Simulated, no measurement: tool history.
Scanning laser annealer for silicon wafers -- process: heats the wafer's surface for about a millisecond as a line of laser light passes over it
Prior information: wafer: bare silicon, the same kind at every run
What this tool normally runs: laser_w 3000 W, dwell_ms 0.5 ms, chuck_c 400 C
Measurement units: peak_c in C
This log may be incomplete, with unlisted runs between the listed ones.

| run | hour | laser_w | dwell_ms | chuck_c | peak_c |
|---|---|---|---|---|---|
| 1 | 0 | 3000 | 0.5 | 400 | 1199 |
| 2 | 17.5 | 3000 | 0.5 | 400 | 1196 |
| 3 | 48 | 3000 | 0.5 | 400 | 1195 |
|  | 60.9 | window over the wafer cleaned |
| 4 | 68.2 | 3000 | 0.5 | 400 | 1216 |
| 5 | 85.8 | 3131 | 0.5 | 400 | 1258 |
| 6 | 114.6 | 3131 | 0.5 | 400 | 1256 |
| 7 | 137.8 | 3131 | 0.5 | 393 | 1245 |
| 8 | 159.4 | 3000 | 0.5 | 409 | 1218 |
| 9 | 188.9 | 3000 | 0.5 | 409 | 1218 |
| 10 | 202.3 | 3000 | 0.5 | 409 | 1217 |
| 11 | 227.3 | 3000 | 0.5 | 394 | 1201 |
| 12 | 242.3 | 3000 | 0.5 | 394 | 1198 |
| 13 | 256.8 | 3000 | 0.5 | 394 | 1197 |
| 14 | 272.3 | 3000 | 0.5 | 394 | 1196 |
| 15 | 300.4 | 3000 | 0.5 | 400 | 1205 |
| 16 | 325.4 | 3000 | 0.5 | 400 | 1201 |
| 17 | 351.2 | 3000 | 0.5 | 367 | 1161 |
| 18 | 381.6 | 3000 | 0.5 | 367 | 1164 |
| 19 | 406.3 | 3249 | 0.619 | 362 | 1346 |
| 20 | 436.3 | 3000 | 0.5 | 380 | 1172 |
| 21 | 455.5 | 3000 | 0.5 | 380 | 1173 |
| 22 | 482.1 | 3037 | 0.616 | 378 | 1280 |
| 23 | 505.4 | 3000 | 0.541 | 400 | 1229 |
| 24 | 530.3 | 3000 | 0.578 | 420 | 1280 |
|  | 534.6 | window over the wafer cleaned |
| 25 | 553 | 2843 | 0.612 | 378 | 1226 |
| 26 | 567 | 2780 | 0.5 | 405 | 1147 |
| 27 | 598.1 | 3102 | 0.49 | 412 | 1243 |
| 28 | 623.7 | 2610 | 0.5 | 400 | 1084 |
| 29 | 641.3 | 2610 | 0.5 | 400 | 1082 |
|  | 648.9 | optics aligned, line set to its width |
| 30 | 669.4 | 2910 | 0.386 | 379 | 1065 |
| 31 | 689.5 | 2914 | 0.444 | 393 | 1134 |
| 32 | 717.1 | 2946 | 0.517 | 400 | 1217 |
| 33 | 731 | 3223 | 0.581 | 434 | 1404 |

What would each run have given without the hidden state, its run-to-run variation left as it was?
The hidden state here: light that passes the window, % of a clean one's; laser's true power over the reading, %; width of the line over the set one, %; drift of the gauge itself on peak_c, C.
| run | peak_c |
|---|---|
| 1 | 1233 |
| 2 | 1231 |
| 3 | 1232 |
| 4 | 1232 |
| 5 | 1276 |
| 6 | 1276 |
| 7 | 1267 |
| 8 | 1240 |
| 9 | 1241 |
| 10 | 1242 |
| 11 | 1227 |
| 12 | 1224 |
| 13 | 1224 |
| 14 | 1224 |
| 15 | 1234 |
| 16 | 1232 |
| 17 | 1193 |
| 18 | 1198 |
| 19 | 1390 |
| 20 | 1210 |
| 21 | 1211 |
| 22 | 1326 |
| 23 | 1272 |
| 24 | 1327 |
| 25 | 1250 |
| 26 | 1169 |
| 27 | 1269 |
| 28 | 1107 |
| 29 | 1106 |
| 30 | 1073 |
| 31 | 1144 |
| 32 | 1229 |
| 33 | 1419 |
